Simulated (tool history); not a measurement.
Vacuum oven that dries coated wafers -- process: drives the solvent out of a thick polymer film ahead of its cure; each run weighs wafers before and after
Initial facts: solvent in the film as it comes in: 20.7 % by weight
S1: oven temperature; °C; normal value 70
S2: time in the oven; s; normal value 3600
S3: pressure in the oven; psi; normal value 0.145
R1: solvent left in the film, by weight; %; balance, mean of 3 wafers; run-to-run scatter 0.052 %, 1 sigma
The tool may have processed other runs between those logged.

run     day  S1    S2     S3    R1
  1       0  70  3600  0.145  1.26
  2   0.546  70  3600  0.145  1.32
  3   1.112  70  3600  0.365   2.4
  4   1.658  70  3600  0.365  2.33
  5   2.033  70  3600  0.365  2.35
  6   2.829  70  3600  0.365  2.42
  7   3.658  70  3600  0.365  2.38
  8   4.025  70  3180  0.145  1.54
  9   4.446  70  3600  0.145  1.23
 10   5.008  70  3600  0.145  1.23
 11   5.812  70  3600  0.145   1.3
 12   6.704  70  3600  0.145  1.33
 13   7.267  70  3600  0.145  1.33
 14   7.854  70  3600  0.145  1.27
 15   8.379  70  3600  0.145  1.18
 16   9.204  70  3600  0.145  1.27
 17   9.988  70  3600  0.145  1.26
 18  10.788  70  3600  0.145  1.21
 19  11.675  70  3600  0.299     2
 20  12.317  63  3600  0.299  4.14
 21  13.029  63  3600  0.299  4.07
 22  13.875  78  4320  0.145  0.55
 23  14.517  78  4320  0.145  0.53
 24  15.121  64  4320  0.145  2.19
 25    15.8  60  3600  0.302  5.43
 26  16.633  74  2580  0.145  1.17
 27  17.338  74  2580  0.145  1.18
 28  17.725  84  3600  0.429  1.28
     18.038  -- oven's thermocouples calibrated
 29  18.608  84  3600  0.429  1.29
 30  19.462  84  3600  0.429  1.28
 31  19.838  83  2760  0.249  0.86
 32  20.358  69  1980  0.207  3.86
 33  20.988  71  4020  0.161  0.99
 34  21.417  63  2880  0.133  4.21
 35  21.858  63  5820  0.315  2.72
 36  22.271  63  5820  0.315  2.83
 37  22.883  78  3900  0.175  0.73
 38  23.767  69  2280  0.439  4.37
 39  24.554  69  2280  0.439   4.3
 40  25.208  69  2280  0.439  4.27

Branching from run 40: 3 alternative next runs. What would each branch give?
  A  25.938  56  3000  0.178   ?
  B  25.938  69  4080  0.548   ?
  C  25.938  76  2280  0.318   ?

run    R1
  A  7.57
  B  3.26
  C  1.85
The same runs, with their run-to-run variation unchanged, on a tool lacking any hidden condition would have given:
run    R1
  A  7.55
  B  3.24
  C  1.84
